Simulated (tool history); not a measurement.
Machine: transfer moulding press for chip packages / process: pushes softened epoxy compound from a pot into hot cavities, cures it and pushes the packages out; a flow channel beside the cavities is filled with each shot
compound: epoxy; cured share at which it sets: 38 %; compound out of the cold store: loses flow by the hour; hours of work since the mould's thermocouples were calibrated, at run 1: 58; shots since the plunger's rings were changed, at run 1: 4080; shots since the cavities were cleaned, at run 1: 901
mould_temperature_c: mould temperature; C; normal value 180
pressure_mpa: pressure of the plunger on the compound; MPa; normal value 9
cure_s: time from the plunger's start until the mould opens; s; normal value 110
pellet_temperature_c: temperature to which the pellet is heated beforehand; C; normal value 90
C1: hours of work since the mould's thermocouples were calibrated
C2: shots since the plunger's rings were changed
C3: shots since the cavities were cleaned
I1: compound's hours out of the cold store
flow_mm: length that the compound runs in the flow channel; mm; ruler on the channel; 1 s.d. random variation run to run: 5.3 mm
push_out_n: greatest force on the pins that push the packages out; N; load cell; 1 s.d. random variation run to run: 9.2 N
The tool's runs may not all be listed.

{"run": 1, "hour": 0.0, "mould_temperature_c": 180, "pressure_mpa": 9, "cure_s": 110, "pellet_temperature_c": 90, "C1": 58, "C2": 4080, "C3": 901, "I1": 41.7, "flow_mm": 492, "push_out_n": 706}
{"run": 2, "hour": 12.3, "mould_temperature_c": 180, "pressure_mpa": 9, "cure_s": 110, "pellet_temperature_c": 90, "C1": 68, "C2": 4230, "C3": 1051, "I1": 43.5, "flow_mm": 488, "push_out_n": 700}
{"hour": 22.7, "done": "cavities cleaned with cleaning compound and waxed"}
{"run": 3, "hour": 27.3, "mould_temperature_c": 180, "pressure_mpa": 9, "cure_s": 110, "pellet_temperature_c": 90, "C1": 78, "C2": 4394, "C3": 56, "I1": 24.1, "flow_mm": 541, "push_out_n": 444}
{"run": 4, "hour": 48.4, "mould_temperature_c": 180, "pressure_mpa": 9, "cure_s": 110, "pellet_temperature_c": 98, "C1": 95, "C2": 4651, "C3": 313, "I1": 45.9, "flow_mm": 486, "push_out_n": 542}
{"run": 5, "hour": 61.5, "mould_temperature_c": 180, "pressure_mpa": 8.21, "cure_s": 110, "pellet_temperature_c": 98, "C1": 105, "C2": 4811, "C3": 473, "I1": 48, "flow_mm": 454, "push_out_n": 586}
{"run": 6, "hour": 82.0, "mould_temperature_c": 180, "pressure_mpa": 9, "cure_s": 110, "pellet_temperature_c": 90, "C1": 121, "C2": 5061, "C3": 723, "I1": 24.8, "flow_mm": 533, "push_out_n": 679}
{"run": 7, "hour": 99.8, "mould_temperature_c": 181, "pressure_mpa": 9, "cure_s": 110, "pellet_temperature_c": 90, "C1": 135, "C2": 5277, "C3": 939, "I1": 33.1, "flow_mm": 499, "push_out_n": 677}
{"run": 8, "hour": 115.8, "mould_temperature_c": 181, "pressure_mpa": 9, "cure_s": 110, "pellet_temperature_c": 90, "C1": 147, "C2": 5472, "C3": 1134, "I1": 12.7, "flow_mm": 552, "push_out_n": 765}
{"hour": 119.8, "done": "cavities cleaned with cleaning compound and waxed"}
{"run": 9, "hour": 129.9, "mould_temperature_c": 181, "pressure_mpa": 9, "cure_s": 110, "pellet_temperature_c": 90, "C1": 157, "C2": 5626, "C3": 124, "I1": 39.4, "flow_mm": 492, "push_out_n": 451}
{"run": 10, "hour": 146.2, "mould_temperature_c": 181, "pressure_mpa": 9, "cure_s": 110, "pellet_temperature_c": 90, "C1": 170, "C2": 5825, "C3": 323, "I1": 25.7, "flow_mm": 522, "push_out_n": 560}
{"run": 11, "hour": 172.1, "mould_temperature_c": 181, "pressure_mpa": 9, "cure_s": 110, "pellet_temperature_c": 90, "C1": 190, "C2": 6140, "C3": 638, "I1": 30.5, "flow_mm": 507, "push_out_n": 621}
{"run": 12, "hour": 191.0, "mould_temperature_c": 179, "pressure_mpa": 9, "cure_s": 110, "pellet_temperature_c": 90, "C1": 205, "C2": 6370, "C3": 868, "I1": 31.3, "flow_mm": 508, "push_out_n": 728}
{"run": 13, "hour": 210.3, "mould_temperature_c": 179, "pressure_mpa": 9, "cure_s": 110, "pellet_temperature_c": 90, "C1": 220, "C2": 6606, "C3": 1104, "I1": 32.8, "flow_mm": 500, "push_out_n": 769}
{"hour": 217.9, "done": "cavities cleaned with cleaning compound and waxed"}
{"run": 14, "hour": 235.8, "mould_temperature_c": 180, "pressure_mpa": 9, "cure_s": 139, "pellet_temperature_c": 90, "C1": 239, "C2": 6898, "C3": 219, "I1": 22.1, "flow_mm": 526, "push_out_n": 449}
{"hour": 240.1, "done": "plunger's sealing rings changed"}
{"run": 15, "hour": 250.8, "mould_temperature_c": 180, "pressure_mpa": 9, "cure_s": 117, "pellet_temperature_c": 90, "C1": 249, "C2": 130, "C3": 371, "I1": 20.9, "flow_mm": 570, "push_out_n": 568}
{"run": 16, "hour": 276.6, "mould_temperature_c": 180, "pressure_mpa": 9, "cure_s": 117, "pellet_temperature_c": 84, "C1": 269, "C2": 445, "C3": 686, "I1": 32.8, "flow_mm": 536, "push_out_n": 658}
{"run": 17, "hour": 303.5, "mould_temperature_c": 180, "pressure_mpa": 7.7, "cure_s": 110, "pellet_temperature_c": 83, "C1": 290, "C2": 773, "C3": 1014, "I1": 31, "flow_mm": 509, "push_out_n": 760}
{"hour": 318.5, "done": "cavities cleaned with cleaning compound and waxed"}
{"run": 18, "hour": 321.4, "mould_temperature_c": 180, "pressure_mpa": 7.7, "cure_s": 110, "pellet_temperature_c": 83, "C1": 303, "C2": 972, "C3": 36, "I1": 31.7, "flow_mm": 504, "push_out_n": 443}
{"run": 19, "hour": 344.0, "mould_temperature_c": 180, "pressure_mpa": 7.7, "cure_s": 110, "pellet_temperature_c": 83, "C1": 320, "C2": 1247, "C3": 311, "I1": 13.4, "flow_mm": 534, "push_out_n": 593}
{"run": 20, "hour": 364.6, "mould_temperature_c": 180, "pressure_mpa": 7.7, "cure_s": 110, "pellet_temperature_c": 83, "C1": 337, "C2": 1499, "C3": 563, "I1": 23.2, "flow_mm": 524, "push_out_n": 672}
{"run": 21, "hour": 377.0, "mould_temperature_c": 180, "pressure_mpa": 9.22, "cure_s": 123, "pellet_temperature_c": 90, "C1": 346, "C2": 1649, "C3": 713, "I1": 28.7, "flow_mm": 547, "push_out_n": 630}
{"hour": 393.9, "done": "mould's thermocouples calibrated"}
{"run": 22, "hour": 394.6, "mould_temperature_c": 183, "pressure_mpa": 9, "cure_s": 112, "pellet_temperature_c": 90, "C1": 0, "C2": 1839, "C3": 903, "I1": 21.8, "flow_mm": 561, "push_out_n": 663}
{"run": 23, "hour": 410.7, "mould_temperature_c": 180, "pressure_mpa": 9, "cure_s": 148, "pellet_temperature_c": 93, "C1": 13, "C2": 2036, "C3": 1100, "I1": 33.1, "flow_mm": 525, "push_out_n": 629}
{"hour": 418.8, "done": "cavities cleaned with cleaning compound and waxed"}
{"run": 24, "hour": 433.3, "mould_temperature_c": 180, "pressure_mpa": 8.04, "cure_s": 131, "pellet_temperature_c": 83, "C1": 30, "C2": 2293, "C3": 178, "I1": 46.7, "flow_mm": 474, "push_out_n": 439}
{"run": 25, "hour": 448.0, "mould_temperature_c": 173, "pressure_mpa": 8.04, "cure_s": 131, "pellet_temperature_c": 84, "C1": 41, "C2": 2471, "C3": 356, "I1": 15, "flow_mm": 571, "push_out_n": 643}
{"run": 26, "hour": 475.5, "mould_temperature_c": 173, "pressure_mpa": 8.04, "cure_s": 131, "pellet_temperature_c": 84, "C1": 63, "C2": 2807, "C3": 692, "I1": 38, "flow_mm": 499, "push_out_n": 718}
{"run": 27, "hour": 490.4, "mould_temperature_c": 173, "pressure_mpa": 8.04, "cure_s": 131, "pellet_temperature_c": 84, "C1": 74, "C2": 2989, "C3": 874, "I1": 28.9, "flow_mm": 526, "push_out_n": 768}
{"hour": 516.4, "done": "cavities cleaned with cleaning compound and waxed"}
{"run": 28, "hour": 519.3, "mould_temperature_c": 173, "pressure_mpa": 8.38, "cure_s": 131, "pellet_temperature_c": 84, "C1": 96, "C2": 3322, "C3": 36, "I1": 21.1, "flow_mm": 554, "push_out_n": 505}
{"run": 29, "hour": 543.1, "mould_temperature_c": 173, "pressure_mpa": 8.38, "cure_s": 131, "pellet_temperature_c": 84, "C1": 114, "C2": 3612, "C3": 326, "I1": 8.9, "flow_mm": 585, "push_out_n": 653}

Predict each of these 3 candidate next runs independently; none follows another, all start after run 29:
{"run": "A", "hour": 560.3, "mould_temperature_c": 180, "pressure_mpa": 10.81, "cure_s": 110, "pellet_temperature_c": 90, "C1": 128, "C2": 3822, "C3": 536, "I1": 39.9, "flow_mm": "?", "push_out_n": "?"}
{"run": "B", "hour": 560.3, "mould_temperature_c": 186, "pressure_mpa": 8.72, "cure_s": 131, "pellet_temperature_c": 92, "C1": 128, "C2": 3822, "C3": 536, "I1": 31.1, "flow_mm": "?", "push_out_n": "?"}
{"run": "C", "hour": 560.3, "mould_temperature_c": 181, "pressure_mpa": 8.94, "cure_s": 131, "pellet_temperature_c": 84, "C1": 128, "C2": 3822, "C3": 536, "I1": 9, "flow_mm": "?", "push_out_n": "?"}

run=A flow_mm=548 push_out_n=628
run=B flow_mm=501 push_out_n=528
run=C flow_mm=586 push_out_n=569
Stripped of hidden state, with their random variation kept, the same runs would have yielded:
run=A flow_mm=577 push_out_n=406
run=B flow_mm=527 push_out_n=344
run=C flow_mm=617 push_out_n=368
